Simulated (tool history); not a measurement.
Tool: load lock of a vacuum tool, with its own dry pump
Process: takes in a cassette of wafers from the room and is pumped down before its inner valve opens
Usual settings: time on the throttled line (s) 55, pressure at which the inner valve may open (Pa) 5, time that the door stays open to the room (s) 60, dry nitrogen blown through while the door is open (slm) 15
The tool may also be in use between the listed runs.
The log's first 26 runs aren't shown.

run,hour,time on the throttled line (s),pressure at which the inner valve may open (Pa),time that the door stays open to the room (s),dry nitrogen blown through while the door is open (slm),hours that the pump has run since its overhaul,times that the door has closed on its seal,"incoming humidity of the room's air, %",time from the closed door until the inner valve may open (s),rise of the pressure with all valves shut (Pa/min)
27,2482.4,45,5,60,4,5008,8422,46.9,114.4,0.057
28,2585.8,55,4,60,12,5111,8546,46.2,123.4,0.028
29,2701.5,55,5,184,15,5227,8684,48.5,121.7,0.056
30,2834.2,55,4,27,15,5360,8843,43.9,125.1,0.020
31,2915.7,55,6,239,19,5441,8940,45.0,121.0,0.058
32,3045.9,55,6,239,19,5571,9096,42.1,120.4,0.051
33,3136.9,93,8,60,15,5662,9205,42.7,145.5,0.033
34,3219.9,93,8,60,15,5745,9304,43.8,145.2,0.037
35,3279.7,29,9,60,12,5805,9376,44.7,99.2,0.035
36,3399.5,60,5,83,34,5925,9519,45.0,125.5,0.024

3 ways to go on from here, each from the tool as it stands after run 36. What would each give?
A,3508.4,55,5,60,39,6034,9649,44.1,?,?
B,3508.4,73,8,60,15,6034,9649,44.0,?,?
C,3508.4,60,8,87,34,6034,9649,43.6,?,?

run,time from the closed door until the inner valve may open (s),rise of the pressure with all valves shut (Pa/min)
A,123.3,0.015
B,132.0,0.031
C,121.0,0.017
Without the tool's hidden state the same runs would have given:
run,time from the closed door until the inner valve may open (s),rise of the pressure with all valves shut (Pa/min)
A,123.3,0.015
B,132.0,0.030
C,121.0,0.017

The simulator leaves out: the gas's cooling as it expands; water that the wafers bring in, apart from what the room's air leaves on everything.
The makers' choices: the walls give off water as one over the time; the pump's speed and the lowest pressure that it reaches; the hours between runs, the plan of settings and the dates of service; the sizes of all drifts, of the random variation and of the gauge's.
